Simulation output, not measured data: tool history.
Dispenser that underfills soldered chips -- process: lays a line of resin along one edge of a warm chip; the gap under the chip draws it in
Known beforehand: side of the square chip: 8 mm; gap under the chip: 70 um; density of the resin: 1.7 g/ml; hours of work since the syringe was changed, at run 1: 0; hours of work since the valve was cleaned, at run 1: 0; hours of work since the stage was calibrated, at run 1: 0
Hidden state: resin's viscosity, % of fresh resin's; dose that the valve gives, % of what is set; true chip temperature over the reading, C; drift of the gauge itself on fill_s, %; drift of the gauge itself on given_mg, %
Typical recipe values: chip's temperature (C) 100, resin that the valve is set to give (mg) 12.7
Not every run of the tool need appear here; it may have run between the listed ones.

run	hour	chip's temperature (C)	resin that the valve is set to give (mg)	hours of work since the syringe was changed	hours of work since the valve was cleaned	hours of work since the stage was calibrated	time until the resin shows at the far edge (s)	resin that the valve gave (mg)
1	0	100	12.7	0	0	0	24.6	12.72
2	7.8	100	12.7	6	6	6	31.3	12.59
# hour 15.6: new syringe of resin
3	15.6	100	12.7	0	12	12	24	12.61
4	27	94	12.7	8	20	20	46	12.48
# hour 32.2: new syringe of resin
5	35.9	94	12.7	3	26	26	37.6	12.48
6	45.1	100	12.1	10	33	33	35.8	11.71
# hour 48.9: new syringe of resin
7	55.4	100	12.1	5	41	41	30.9	11.67
# hour 65: new syringe of resin
8	67.6	100	12.1	2	49	49	27	11.71
9	78.2	100	12.1	10	57	57	36.7	11.65
# hour 81: new syringe of resin
10	83.8	100	12.1	2	61	61	26.8	11.55
11	95.3	100	12.1	11	70	70	37.7	11.53
# hour 97.8: new syringe of resin
12	102.8	100	12.1	4	75	75	30.1	11.41
# hour 114.2: new syringe of resin
13	114.2	87	12.2	0	83	83	47.1	11.66
14	122.4	105	15.8	6	89	89	24.8	14.89
# hour 130.8: new syringe of resin
15	132.5	105	15.8	1	96	96	21.5	14.82
16	144.1	103	12.5	10	105	105	32.3	11.62
# hour 147.5: new syringe of resin
17	154.7	96	12.8	5	113	113	36.8	11.91
# hour 163.8: new syringe of resin
18	165.4	100	11.9	1	120	120	26.9	10.97
19	170.6	100	11.9	5	124	124	31.3	10.99
# hour 180.1: new syringe of resin
20	181.9	100	11.9	1	132	132	26.7	10.85
# hour 190.5: dispensing valve cleaned and set on the balance
21	194.7	113	11.3	10	3	141	21.1	11.27
# hour 197.7: new syringe of resin
22	199.9	89	14.7	2	7	145	45.6	14.58

5 ways to go on from here, each from the tool as it stands after run 22. What would each give?
A	207.7	94	15.6	7	13	150	?	?
B	207.7	100	12.9	7	13	150	?	?
C	207.7	110	14.7	7	13	150	?	?
D	207.7	91	11.1	7	13	150	?	?
E	207.7	101	11.6	7	13	150	?	?

run	time until the resin shows at the far edge (s)	resin that the valve gave (mg)
A	44.6	15.51
B	33.4	12.75
C	21.5	14.59
D	53.1	11.08
E	32.5	11.62
With no hidden state in the tool, these same runs would have given:
run	time until the resin shows at the far edge (s)	resin that the valve gave (mg)
A	32.6	15.63
B	24.6	12.85
C	15.8	14.7
D	38.9	11.17
E	23.8	11.71
